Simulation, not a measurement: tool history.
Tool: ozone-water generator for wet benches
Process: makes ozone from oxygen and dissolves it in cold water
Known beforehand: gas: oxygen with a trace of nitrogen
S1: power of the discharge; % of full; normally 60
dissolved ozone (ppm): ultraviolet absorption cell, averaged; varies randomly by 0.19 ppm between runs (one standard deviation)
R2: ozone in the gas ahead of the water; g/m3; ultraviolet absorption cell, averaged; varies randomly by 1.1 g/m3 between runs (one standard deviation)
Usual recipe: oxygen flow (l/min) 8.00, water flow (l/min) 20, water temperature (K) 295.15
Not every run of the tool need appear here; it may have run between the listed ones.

Run 1, day 0.000: usual settings. Result: dissolved ozone (ppm) 24.9, R2 188.5 g/m3.
Run 2, day 6.050: usual settings. Result: dissolved ozone (ppm) 24.7, R2 189.8 g/m3.
Run 3, day 13.088: usual settings. Result: dissolved ozone (ppm) 24.7, R2 187.4 g/m3.
Run 4, day 18.942: usual settings. Result: dissolved ozone (ppm) 24.6, R2 189.4 g/m3.
Run 5, day 21.938: usual settings but oxygen flow (l/min) 12.51. Result: dissolved ozone (ppm) 21.1, R2 139.3 g/m3.
Run 6, day 24.946: usual settings but water flow (l/min) 15. Result: dissolved ozone (ppm) 29.4, R2 187.7 g/m3.
Run 7, day 31.421: usual settings but water flow (l/min) 14. Result: dissolved ozone (ppm) 30.5, R2 186.6 g/m3.
Run 8, day 36.725: usual settings but S1 89 % of full, water flow (l/min) 31, water temperature (K) 290.15. Result: dissolved ozone (ppm) 25.0, R2 257.9 g/m3.
Run 9, day 43.558: usual settings but S1 45 % of full, oxygen flow (l/min) 5.64. Result: dissolved ozone (ppm) 20.8, R2 187.4 g/m3.
Run 10, day 49.921: usual settings but S1 90 % of full, oxygen flow (l/min) 7.96, water flow (l/min) 29, water temperature (K) 300.15. Result: dissolved ozone (ppm) 22.7, R2 259.4 g/m3.

What will run 11 give?
Run 11, day 54.204: usual settings but S1 90 % of full, oxygen flow (l/min) 9.51. Result: dissolved ozone (ppm) ?, R2 ?.

{"run 11": {"dissolved ozone (ppm)": 31.6, "R2": 227.9}}
The same run, on a tool lacking any hidden state, would have yielded dissolved ozone (ppm) 37.9, R2 264.9 g/m3.
